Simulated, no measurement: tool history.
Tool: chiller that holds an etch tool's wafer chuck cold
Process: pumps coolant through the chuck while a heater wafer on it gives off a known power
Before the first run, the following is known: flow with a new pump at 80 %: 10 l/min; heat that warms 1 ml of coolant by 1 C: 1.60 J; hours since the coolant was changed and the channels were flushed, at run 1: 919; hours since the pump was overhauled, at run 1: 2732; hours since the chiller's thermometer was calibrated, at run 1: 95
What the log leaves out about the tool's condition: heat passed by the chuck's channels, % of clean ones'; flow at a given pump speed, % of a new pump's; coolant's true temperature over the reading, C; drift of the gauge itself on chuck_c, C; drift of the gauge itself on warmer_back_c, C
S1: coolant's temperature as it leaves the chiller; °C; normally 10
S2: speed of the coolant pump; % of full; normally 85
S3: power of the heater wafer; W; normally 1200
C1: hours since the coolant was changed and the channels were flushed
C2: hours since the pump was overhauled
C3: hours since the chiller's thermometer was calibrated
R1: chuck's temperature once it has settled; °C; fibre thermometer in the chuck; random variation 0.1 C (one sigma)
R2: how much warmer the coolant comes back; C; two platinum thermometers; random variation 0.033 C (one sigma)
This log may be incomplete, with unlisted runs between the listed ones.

run	hour	S1	S2	S3	C1	C2	C3	R1	R2
1	0	10	85	1200	919	2732	95	18.3	4.22
2	64.4	10	85	1200	983	2797	159	18.3	4.3
3	119.7	10	85	1200	1039	2852	215	18.2	4.2
4	166.1	10	85	1200	1085	2898	261	18	4.29
5	213.9	10	85	1200	1133	2946	309	18.2	4.18
6	296.7	10	85	1200	1216	3029	391	18	4.22
7	358.1	10	70	1200	1277	3090	453	19.6	5.04
8	425.5	10	85	1200	1344	3158	520	18.1	4.22
9	501.1	10	85	1200	1420	3233	596	18.2	4.17
10	554.1	10	85	1200	1473	3286	649	18.1	4.12
11	620.8	10	60	1200	1540	3353	716	21	5.83
12	703.1	10	85	1572	1622	3435	798	20.6	5.41
13	742.1	10	85	1072	1661	3474	837	17.3	3.64
14	809.2	10	85	1072	1728	3541	904	17.1	3.62
15	877.1	15	85	1200	1796	3609	972	23.3	4.11
16	940.1	15	85	1200	1859	3672	1035	23	4.18
17	1030.8	10	63	879	1950	3763	1126	17.7	3.92
18	1072	10	71	807	1991	3804	1167	16.4	3.26
19	1127.1	18	71	807	2046	3859	1222	24.5	3.2
20	1216.7	11	96	1718	2136	3949	1311	21.5	5.21
21	1262.2	11	96	1718	2181	3994	1357	21.5	5.19
22	1347.1	12	75	777	2266	4079	1442	17.9	2.87

Forecast run 23:
23	1436.4	12	75	777	2355	4169	1531	?	?

{"run 23": {"R1": 17.9, "R2": 2.85}}
With the hidden condition absent and the run-to-run variation left alone, this run would have shown R1 17.9 °C, R2 3.09 C.
